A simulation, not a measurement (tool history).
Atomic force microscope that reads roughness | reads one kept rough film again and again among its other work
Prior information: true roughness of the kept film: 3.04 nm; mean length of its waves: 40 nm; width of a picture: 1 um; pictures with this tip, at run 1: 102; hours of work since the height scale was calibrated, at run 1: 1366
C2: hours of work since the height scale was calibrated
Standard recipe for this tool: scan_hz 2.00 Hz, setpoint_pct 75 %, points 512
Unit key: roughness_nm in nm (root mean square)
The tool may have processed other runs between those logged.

{"run": 1, "hour": 0.0, "scan_hz": 2.0, "setpoint_pct": 75, "points": 512, "pictures with this tip": 102, "C2": 1366, "roughness_nm": 2.317}
{"run": 2, "hour": 59.5, "scan_hz": 2.0, "setpoint_pct": 75, "points": 300, "pictures with this tip": 208, "C2": 1407, "roughness_nm": 2.174}
{"hour": 89.0, "done": "new tip fitted"}
{"run": 3, "hour": 105.6, "scan_hz": 2.0, "setpoint_pct": 75, "points": 823, "pictures with this tip": 30, "C2": 1439, "roughness_nm": 2.407}
{"run": 4, "hour": 154.4, "scan_hz": 2.0, "setpoint_pct": 58, "points": 512, "pictures with this tip": 117, "C2": 1473, "roughness_nm": 2.457}
{"run": 5, "hour": 185.6, "scan_hz": 2.0, "setpoint_pct": 58, "points": 512, "pictures with this tip": 173, "C2": 1494, "roughness_nm": 2.369}
{"hour": 234.3, "done": "new tip fitted"}
{"run": 6, "hour": 234.3, "scan_hz": 2.0, "setpoint_pct": 58, "points": 512, "pictures with this tip": 0, "C2": 1528, "roughness_nm": 2.616}
{"hour": 262.1, "done": "height scale calibrated on a step standard"}
{"run": 7, "hour": 283.4, "scan_hz": 2.0, "setpoint_pct": 75, "points": 512, "pictures with this tip": 86, "C2": 15, "roughness_nm": 2.288}
{"run": 8, "hour": 331.4, "scan_hz": 2.0, "setpoint_pct": 75, "points": 701, "pictures with this tip": 171, "C2": 48, "roughness_nm": 2.182}
{"hour": 381.4, "done": "new tip fitted"}
{"run": 9, "hour": 381.4, "scan_hz": 2.0, "setpoint_pct": 75, "points": 701, "pictures with this tip": 0, "C2": 82, "roughness_nm": 2.405}
{"run": 10, "hour": 424.7, "scan_hz": 2.0, "setpoint_pct": 75, "points": 701, "pictures with this tip": 77, "C2": 112, "roughness_nm": 2.285}
{"run": 11, "hour": 488.0, "scan_hz": 0.51, "setpoint_pct": 75, "points": 512, "pictures with this tip": 190, "C2": 156, "roughness_nm": 2.34}
{"hour": 526.7, "done": "new tip fitted"}
{"run": 12, "hour": 540.3, "scan_hz": 0.51, "setpoint_pct": 75, "points": 512, "pictures with this tip": 25, "C2": 192, "roughness_nm": 2.589}
{"hour": 573.5, "done": "height scale calibrated on a step standard, once more"}
{"run": 13, "hour": 604.3, "scan_hz": 0.51, "setpoint_pct": 75, "points": 512, "pictures with this tip": 137, "C2": 21, "roughness_nm": 2.536}
{"run": 14, "hour": 664.7, "scan_hz": 0.51, "setpoint_pct": 75, "points": 512, "pictures with this tip": 245, "C2": 63, "roughness_nm": 2.386}
{"hour": 671.8, "done": "new tip fitted"}
{"run": 15, "hour": 715.4, "scan_hz": 2.0, "setpoint_pct": 75, "points": 752, "pictures with this tip": 77, "C2": 98, "roughness_nm": 2.396}
{"run": 16, "hour": 758.0, "scan_hz": 2.0, "setpoint_pct": 75, "points": 752, "pictures with this tip": 154, "C2": 128, "roughness_nm": 2.265}
{"run": 17, "hour": 793.2, "scan_hz": 2.0, "setpoint_pct": 75, "points": 752, "pictures with this tip": 216, "C2": 152, "roughness_nm": 2.184}
{"hour": 821.1, "done": "new tip fitted"}
{"run": 18, "hour": 845.3, "scan_hz": 2.0, "setpoint_pct": 75, "points": 752, "pictures with this tip": 43, "C2": 188, "roughness_nm": 2.426}
{"run": 19, "hour": 890.2, "scan_hz": 2.0, "setpoint_pct": 75, "points": 752, "pictures with this tip": 124, "C2": 219, "roughness_nm": 2.318}
{"run": 20, "hour": 936.5, "scan_hz": 0.9, "setpoint_pct": 75, "points": 398, "pictures with this tip": 206, "C2": 251, "roughness_nm": 2.359}
{"hour": 968.7, "done": "new tip fitted"}
{"run": 21, "hour": 1002.0, "scan_hz": 0.76, "setpoint_pct": 78, "points": 630, "pictures with this tip": 59, "C2": 296, "roughness_nm": 2.568}
{"run": 22, "hour": 1040.8, "scan_hz": 3.78, "setpoint_pct": 78, "points": 630, "pictures with this tip": 129, "C2": 323, "roughness_nm": 2.043}
{"run": 23, "hour": 1079.9, "scan_hz": 3.78, "setpoint_pct": 78, "points": 630, "pictures with this tip": 198, "C2": 350, "roughness_nm": 1.96}
{"hour": 1113.6, "done": "new tip fitted"}
{"run": 24, "hour": 1131.1, "scan_hz": 0.62, "setpoint_pct": 85, "points": 258, "pictures with this tip": 31, "C2": 385, "roughness_nm": 2.573}
{"run": 25, "hour": 1161.2, "scan_hz": 1.53, "setpoint_pct": 75, "points": 464, "pictures with this tip": 85, "C2": 406, "roughness_nm": 2.446}
{"run": 26, "hour": 1197.2, "scan_hz": 1.63, "setpoint_pct": 75, "points": 464, "pictures with this tip": 149, "C2": 431, "roughness_nm": 2.327}
{"run": 27, "hour": 1249.8, "scan_hz": 3.13, "setpoint_pct": 75, "points": 386, "pictures with this tip": 243, "C2": 467, "roughness_nm": 2.033}
{"hour": 1259.3, "done": "new tip fitted"}
{"run": 28, "hour": 1279.4, "scan_hz": 3.13, "setpoint_pct": 78, "points": 973, "pictures with this tip": 36, "C2": 487, "roughness_nm": 2.245}
{"run": 29, "hour": 1319.2, "scan_hz": 2.96, "setpoint_pct": 74, "points": 302, "pictures with this tip": 107, "C2": 515, "roughness_nm": 2.205}
{"run": 30, "hour": 1353.9, "scan_hz": 2.0, "setpoint_pct": 86, "points": 512, "pictures with this tip": 169, "C2": 539, "roughness_nm": 2.064}
{"run": 31, "hour": 1397.9, "scan_hz": 2.0, "setpoint_pct": 86, "points": 512, "pictures with this tip": 247, "C2": 569, "roughness_nm": 1.988}
{"hour": 1407.3, "done": "new tip fitted"}
{"run": 32, "hour": 1428.4, "scan_hz": 2.0, "setpoint_pct": 86, "points": 512, "pictures with this tip": 38, "C2": 590, "roughness_nm": 2.265}
{"run": 33, "hour": 1458.4, "scan_hz": 2.36, "setpoint_pct": 72, "points": 802, "pictures with this tip": 92, "C2": 611, "roughness_nm": 2.349}
{"run": 34, "hour": 1495.8, "scan_hz": 2.36, "setpoint_pct": 72, "points": 802, "pictures with this tip": 158, "C2": 637, "roughness_nm": 2.284}
{"run": 35, "hour": 1528.6, "scan_hz": 2.36, "setpoint_pct": 72, "points": 802, "pictures with this tip": 217, "C2": 660, "roughness_nm": 2.194}
{"hour": 1551.2, "done": "new tip fitted"}
{"run": 36, "hour": 1586.5, "scan_hz": 2.36, "setpoint_pct": 72, "points": 1007, "pictures with this tip": 63, "C2": 699, "roughness_nm": 2.383}
{"run": 37, "hour": 1644.9, "scan_hz": 1.7, "setpoint_pct": 65, "points": 808, "pictures with this tip": 168, "C2": 740, "roughness_nm": 2.37}
{"hour": 1699.2, "done": "new tip fitted"}
{"run": 38, "hour": 1703.1, "scan_hz": 1.7, "setpoint_pct": 65, "points": 507, "pictures with this tip": 7, "C2": 780, "roughness_nm": 2.603}

For each entry between runs, how does the tool's hidden state at the last listed run before it compare with that at the first listed run after it?
Logged between run 2 and run 3: new tip fitted (hour 89.0)
  radius of the tip, nm: 29.1 -> 13.2; height scale over the true one, %: -2.41 -> -2.46
  measured minus no-state result, roughness_nm: -0.349 -> -0.116 nm (root mean square)
Logged between run 5 and run 6: new tip fitted (hour 234.3)
  radius of the tip, nm: 25.4 -> 11; height scale over the true one, %: -2.57 -> -2.62
  measured minus no-state result, roughness_nm: -0.324 -> -0.089 nm (root mean square)
Logged between run 6 and run 7: height scale calibrated on a step standard (hour 262.1)
  radius of the tip, nm: 11 -> 17.9; height scale over the true one, %: -2.62 -> -4.01
  measured minus no-state result, roughness_nm: -0.089 -> -0.227 nm (root mean square)
Logged between run 8 and run 9: new tip fitted (hour 381.4)
  radius of the tip, nm: 24.9 -> 10.8; height scale over the true one, %: -4.06 -> -4.12
  measured minus no-state result, roughness_nm: -0.329 -> -0.118 nm (root mean square)
Logged between run 11 and run 12: new tip fitted (hour 526.7)
  radius of the tip, nm: 28.2 -> 12.6; height scale over the true one, %: -4.25 -> -4.31
  measured minus no-state result, roughness_nm: -0.414 -> -0.166 nm (root mean square)
Logged between run 12 and run 13: height scale calibrated on a step standard, once more (hour 573.5)
  radius of the tip, nm: 12.6 -> 22; height scale over the true one, %: -4.31 -> 0.05
  measured minus no-state result, roughness_nm: -0.166 -> -0.210 nm (root mean square)
Logged between run 14 and run 15: new tip fitted (hour 671.8)
  radius of the tip, nm: 31.5 -> 17.9; height scale over the true one, %: -0.02 -> -0.08
  measured minus no-state result, roughness_nm: -0.358 -> -0.134 nm (root mean square)
Logged between run 17 and run 18: new tip fitted (hour 821.1)
  radius of the tip, nm: 31.3 -> 14.6; height scale over the true one, %: -0.17 -> -0.23
  measured minus no-state result, roughness_nm: -0.329 -> -0.083 nm (root mean square)
Logged between run 20 and run 21: new tip fitted (hour 968.7)
  radius of the tip, nm: 29.3 -> 15.9; height scale over the true one, %: -0.34 -> -0.42
  measured minus no-state result, roughness_nm: -0.327 -> -0.117 nm (root mean square)
Logged between run 23 and run 24: new tip fitted (hour 1113.6)
  radius of the tip, nm: 28.5 -> 13.3; height scale over the true one, %: -0.52 -> -0.58
  measured minus no-state result, roughness_nm: -0.265 -> -0.075 nm (root mean square)
Logged between run 27 and run 28: new tip fitted (hour 1259.3)
  radius of the tip, nm: 32.7 -> 14; height scale over the true one, %: -0.72 -> -0.75
  measured minus no-state result, roughness_nm: -0.339 -> -0.080 nm (root mean square)
Logged between run 31 and run 32: new tip fitted (hour 1407.3)
  radius of the tip, nm: 34 -> 13.6; height scale over the true one, %: -0.9 -> -0.93
  measured minus no-state result, roughness_nm: -0.353 -> -0.078 nm (root mean square)
Logged between run 35 and run 36: new tip fitted (hour 1551.2)
  radius of the tip, nm: 29.5 -> 17.1; height scale over the true one, %: -1.06 -> -1.12
  measured minus no-state result, roughness_nm: -0.326 -> -0.146 nm (root mean square)
Logged between run 37 and run 38: new tip fitted (hour 1699.2)
  radius of the tip, nm: 26.4 -> 10.7; height scale over the true one, %: -1.2 -> -1.26
  measured minus no-state result, roughness_nm: -0.305 -> -0.046 nm (root mean square)
